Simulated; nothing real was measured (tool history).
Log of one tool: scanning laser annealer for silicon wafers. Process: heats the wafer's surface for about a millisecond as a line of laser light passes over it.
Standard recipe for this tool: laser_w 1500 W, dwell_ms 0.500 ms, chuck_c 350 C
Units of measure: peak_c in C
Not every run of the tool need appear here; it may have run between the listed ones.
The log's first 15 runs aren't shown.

| run | day | laser_w | dwell_ms | chuck_c | peak_c |
|---|---|---|---|---|---|
| 16 | 4.412 | 1500 | 0.500 | 379 | 1111 |
| 17 | 4.783 | 1500 | 0.500 | 379 | 1109 |
| 18 | 5.079 | 1500 | 0.500 | 338 | 1070 |
| 19 | 5.321 | 1500 | 0.500 | 338 | 1069 |
| 20 | 5.583 | 1500 | 0.422 | 350 | 1015 |
| 21 | 5.912 | 1500 | 0.473 | 366 | 1075 |
| 22 | 6.229 | 1618 | 0.382 | 366 | 1057 |
| 23 | 6.512 | 1281 | 0.352 | 388 | 883 |
| 24 | 6.825 | 1539 | 0.413 | 363 | 1044 |
| 25 | 7.021 | 1610 | 0.503 | 363 | 1164 |
| 26 | 7.317 | 1554 | 0.604 | 322 | 1167 |
| 27 | 7.504 | 1554 | 0.604 | 322 | 1167 |
| 28 | 7.896 | 1278 | 0.492 | 348 | 942 |
| 29 | 8.204 | 1278 | 0.492 | 348 | 943 |
| 30 | 8.583 | 1642 | 0.462 | 346 | 1128 |
| 31 | 8.875 | 1303 | 0.500 | 350 | 965 |
| 32 | 9.129 | 1545 | 0.445 | 314 | 1023 |
| 33 | 9.508 | 1620 | 0.402 | 335 | 1045 |
| 34 | 9.796 | 1584 | 0.462 | 320 | 1069 |
| 35 | 10.175 | 1500 | 0.397 | 350 | 996 |
| 36 | 10.438 | 1414 | 0.394 | 350 | 947 |
| 37 | 10.829 | 1632 | 0.487 | 327 | 1124 |
| 38 | 11.067 | 1334 | 0.466 | 352 | 961 |
| 39 | 11.342 | 1587 | 0.466 | 364 | 1118 |
| 40 | 11.696 | 1587 | 0.466 | 364 | 1115 |

Alternative continuations, all from the tool just after run 40; predict every row:
| A | 11.954 | 1400 | 0.466 | 380 | ? |
| B | 11.954 | 1559 | 0.499 | 350 | ? |
| C | 11.954 | 1643 | 0.560 | 384 | ? |
| D | 11.954 | 1434 | 0.598 | 349 | ? |

| run | peak_c |
|---|---|
| A | 1026 |
| B | 1115 |
| C | 1252 |
| D | 1111 |
The same runs, with their run-to-run variation unchanged, on a tool lacking any hidden condition would have given:
| run | peak_c |
|---|---|
| A | 1028 |
| B | 1118 |
| C | 1255 |
| D | 1114 |
